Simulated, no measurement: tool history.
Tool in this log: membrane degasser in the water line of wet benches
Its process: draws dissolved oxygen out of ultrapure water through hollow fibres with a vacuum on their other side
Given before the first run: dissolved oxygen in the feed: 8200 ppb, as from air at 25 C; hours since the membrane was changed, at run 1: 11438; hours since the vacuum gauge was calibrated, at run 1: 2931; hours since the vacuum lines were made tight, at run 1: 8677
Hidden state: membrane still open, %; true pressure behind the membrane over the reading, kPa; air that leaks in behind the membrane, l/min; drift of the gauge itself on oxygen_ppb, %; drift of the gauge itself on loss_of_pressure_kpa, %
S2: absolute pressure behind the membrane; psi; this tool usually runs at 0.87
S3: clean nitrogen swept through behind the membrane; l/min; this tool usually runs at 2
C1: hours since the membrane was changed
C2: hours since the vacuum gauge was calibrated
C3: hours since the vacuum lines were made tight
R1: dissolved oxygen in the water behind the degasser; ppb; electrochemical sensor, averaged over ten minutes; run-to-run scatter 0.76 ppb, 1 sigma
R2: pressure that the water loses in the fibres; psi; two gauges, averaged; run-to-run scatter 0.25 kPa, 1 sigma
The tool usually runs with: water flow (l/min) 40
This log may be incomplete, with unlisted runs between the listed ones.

Run 1, hour 0: usual settings; C1 11438; C2 2931; C3 8677. Result: R1 132.6 ppb, R2 10.259 psi.
Run 2, hour 240.5: usual settings; C1 11678; C2 3171; C3 8918. Result: R1 131.8 ppb, R2 10.221 psi.
Run 3, hour 363.8: usual settings; C1 11802; C2 3294; C3 9041. Result: R1 132.4 ppb, R2 10.224 psi.
Run 4, hour 572.8: usual settings but water flow (l/min) 43; C1 12011; C2 3504; C3 9250. Result: R1 139.6 ppb, R2 11.005 psi.
Run 5, hour 831.4: usual settings but water flow (l/min) 43; C1 12269; C2 3762; C3 9509. Result: R1 143.3 ppb, R2 11.085 psi.
At hour 956.8: seals of the vacuum lines changed.
At hour 1083.3: vacuum gauge calibrated.
Run 6, hour 1127.8: usual settings but water flow (l/min) 43; C1 12563; C2 44; C3 170. Result: R1 148.7 ppb, R2 11.056 psi.
Run 7, hour 1327.9: usual settings but water flow (l/min) 43; C1 12763; C2 245; C3 371. Result: R1 147.9 ppb, R2 11.013 psi.
Run 8, hour 1496.3: usual settings but water flow (l/min) 43; C1 12932; C2 413; C3 539. Result: R1 147.4 ppb, R2 10.987 psi.
Run 9, hour 1701.3: usual settings but water flow (l/min) 43, S2 1.124 psi; C1 13137; C2 618; C3 744. Result: R1 229 ppb, R2 11.036 psi.
Run 10, hour 1852.5: usual settings but water flow (l/min) 43, S2 1.124 psi; C1 13288; C2 769; C3 895. Result: R1 228.6 ppb, R2 11.135 psi.
Run 11, hour 2089.1: usual settings but water flow (l/min) 43, S2 1.124 psi; C1 13525; C2 1006; C3 1132. Result: R1 227.8 ppb, R2 11.146 psi.
Run 12, hour 2313.5: usual settings but water flow (l/min) 43, S2 1.124 psi; C1 13749; C2 1230; C3 1356. Result: R1 228.8 ppb, R2 11.1 psi.
Run 13, hour 2454.3: usual settings; C1 13890; C2 1371; C3 1497. Result: R1 140.2 ppb, R2 10.293 psi.
Run 14, hour 2694.1: usual settings but water flow (l/min) 34; C1 14130; C2 1611; C3 1737. Result: R1 120.3 ppb, R2 8.804 psi.
At hour 2756.5: vacuum gauge calibrated, once more.
Run 15, hour 2843.3: usual settings but water flow (l/min) 47; C1 14278; C2 87; C3 1886. Result: R1 147.4 ppb, R2 12.182 psi.
Run 16, hour 3015.5: usual settings; C1 14450; C2 259; C3 2058. Result: R1 127.3 ppb, R2 10.315 psi.
Run 17, hour 3150.6: usual settings; C1 14586; C2 394; C3 2193. Result: R1 126.2 ppb, R2 10.363 psi.
Run 18, hour 3275.6: usual settings but water flow (l/min) 63, S2 0.595 psi, S3 4.58 l/min; C1 14711; C2 519; C3 2318. Result: R1 41.7 ppb, R2 16.424 psi.
Run 19, hour 3513.5: usual settings but water flow (l/min) 63, S2 0.595 psi, S3 4.58 l/min; C1 14948; C2 757; C3 2556. Result: R1 42.2 ppb, R2 16.439 psi.

Run 20 is up next; what results do you expect?
Run 20, hour 3678.7: usual settings but S3 5.68 l/min; C1 15114; C2 922; C3 2721. Result: R1 ?, R2 ?.

{"run 20": {"R1": 50.9, "R2": 10.433}}
Without the tool's hidden state the same run would have given R1 48.7 ppb, R2 9.821 psi.
